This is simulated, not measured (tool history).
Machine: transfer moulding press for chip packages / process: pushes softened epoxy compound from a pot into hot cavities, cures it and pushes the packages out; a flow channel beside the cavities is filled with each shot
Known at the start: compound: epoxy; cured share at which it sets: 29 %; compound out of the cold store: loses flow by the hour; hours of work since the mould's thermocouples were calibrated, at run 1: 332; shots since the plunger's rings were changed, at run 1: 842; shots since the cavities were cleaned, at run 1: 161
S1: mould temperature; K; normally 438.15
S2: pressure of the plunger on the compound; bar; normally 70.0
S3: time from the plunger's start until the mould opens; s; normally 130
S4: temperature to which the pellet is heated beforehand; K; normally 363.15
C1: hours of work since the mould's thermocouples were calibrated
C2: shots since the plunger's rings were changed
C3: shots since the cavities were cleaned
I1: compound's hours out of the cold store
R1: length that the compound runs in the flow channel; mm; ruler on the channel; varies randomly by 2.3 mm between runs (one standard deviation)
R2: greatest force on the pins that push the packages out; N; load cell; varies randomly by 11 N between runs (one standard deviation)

run,hour,S1,S2,S3,S4,C1,C2,C3,I1,R1,R2
1,0.0,438.15,70.0,130,363.15,332,842,161,8.7,651,678
2,25.8,438.15,70.0,163,363.15,343,1002,321,37.7,550,637
3,59.6,438.15,70.0,163,363.15,356,1211,530,40.8,539,697
4,78.5,438.15,70.0,163,363.15,364,1328,647,27.5,582,755
# hour 87.2: cavities cleaned with cleaning compound and waxed
5,108.1,438.15,70.0,163,363.15,375,1502,130,12.4,632,536
6,135.5,438.15,70.0,130,363.15,387,1671,299,32.5,560,742
7,156.8,438.15,70.0,130,363.15,395,1803,431,19.9,597,800
8,179.7,438.15,70.0,130,359.15,405,1945,573,34.5,556,832
# hour 201.0: cavities cleaned with cleaning compound and waxed
9,215.5,438.15,70.0,130,359.15,419,2157,90,35.1,551,623
10,236.6,438.15,72.1,130,363.15,427,2287,220,42.4,532,645
11,258.5,438.15,70.0,130,363.15,436,2423,356,30.9,558,782
12,281.6,438.15,70.0,130,366.15,446,2566,499,17.3,602,841
# hour 314.5: cavities cleaned with cleaning compound and waxed
13,314.6,438.15,70.0,130,366.15,458,2760,0,22.8,584,538
14,337.4,438.15,70.0,130,366.15,468,2902,142,40.7,529,622
15,352.4,431.15,57.2,130,363.15,474,2995,235,31.6,518,1050
16,379.6,431.15,57.2,130,363.15,485,3163,403,14.7,570,1274
17,411.9,445.15,68.8,130,363.15,498,3363,603,11.4,601,729
# hour 426.1: cavities cleaned with cleaning compound and waxed
18,438.8,436.15,66.4,141,363.15,508,3519,78,21.9,577,618
19,466.7,438.15,70.0,163,363.15,520,3692,251,18.0,597,596
20,487.8,438.15,70.0,163,363.15,528,3823,382,37.3,531,659
21,519.7,438.15,85.1,120,372.15,541,4020,579,24.2,634,929
# hour 537.9: cavities cleaned with cleaning compound and waxed
22,541.3,438.15,70.0,130,368.15,549,4144,21,47.5,500,537
23,557.7,438.15,70.0,130,368.15,556,4246,123,18.5,585,630
24,584.7,438.15,70.0,130,368.15,567,4413,290,27.7,556,736
25,599.1,444.15,70.0,151,367.15,573,4502,379,10.4,605,629
26,615.4,444.15,70.0,151,367.15,580,4603,480,36.6,519,686

Run 27, settings as shown, results not yet in. Your forecast:
27,644.1,438.15,85.7,166,358.15,591,4780,657,36.1,?,?

R1: 586 mm
R2: 724 N
Without the tool's hidden state the same run would have given R1 619 mm, R2 433 N.
